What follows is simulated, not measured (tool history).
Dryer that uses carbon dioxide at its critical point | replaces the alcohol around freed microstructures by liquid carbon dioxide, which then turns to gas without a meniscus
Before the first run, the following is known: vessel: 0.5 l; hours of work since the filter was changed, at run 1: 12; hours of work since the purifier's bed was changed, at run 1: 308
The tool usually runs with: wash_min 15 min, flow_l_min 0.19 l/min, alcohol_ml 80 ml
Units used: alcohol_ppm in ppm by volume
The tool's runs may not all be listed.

run,day,wash_min,flow_l_min,alcohol_ml,hours of work since the filter was changed,hours of work since the purifier's bed was changed,alcohol_ppm
1,0,15,0.19,80,12,308,640
2,1.517,15,0.19,80,40,336,723
3,2.533,15,0.19,80,59,355,737
4,3.754,15,0.19,80,82,378,809
5,5.625,15,0.19,80,117,414,980
# day 7.533: inlet filter changed
6,7.667,15,0.19,80,2,451,628
7,9.042,15,0.19,80,28,477,704
8,10.212,15,0.19,80,50,499,769
9,11.479,15,0.19,38,74,523,429
10,12.883,15,0.303,80,101,549,88
11,14.312,15,0.303,80,128,576,93
12,15.475,11,0.303,80,149,598,522
# day 15.633: inlet filter changed
13,17.375,11,0.303,80,33,633,334
14,19.5,11,0.303,80,73,673,392
15,21.308,19,0.314,80,107,707,50
16,22.6,12,0.307,30,131,732,151
# day 23.796: inlet filter changed
17,24.288,13,0.124,80,9,763,6890
18,25.95,13,0.124,80,41,794,7311
19,27.404,15,0.261,80,68,821,160
20,28.662,15,0.261,80,92,845,175
21,30.754,12,0.127,119,131,884,15457
# day 31.946: inlet filter changed
22,32.254,10,0.19,32,6,912,1577
23,33.6,19,0.133,55,31,937,886
24,34.533,14,0.19,80,49,955,1060
25,35.996,10,0.138,80,76,982,11973
26,37.825,10,0.138,80,111,1016,13089

The same runs without the tool's hidden state, with the same run-to-run variation:
Hidden state at play: flow that reaches the vessel past the clogged filter, %; alcohol in the recycled carbon dioxide, ppm; drift of the gauge itself on alcohol_ppm, %.
run,alcohol_ppm
1,586
2,593
3,565
4,568
5,600
6,576
7,582
8,585
9,285
10,27
11,23
12,225
13,230
14,229
15,0
16,50
17,6665
18,6609
19,66
20,67
21,11587
22,1477
23,729
24,826
25,10285
26,10535
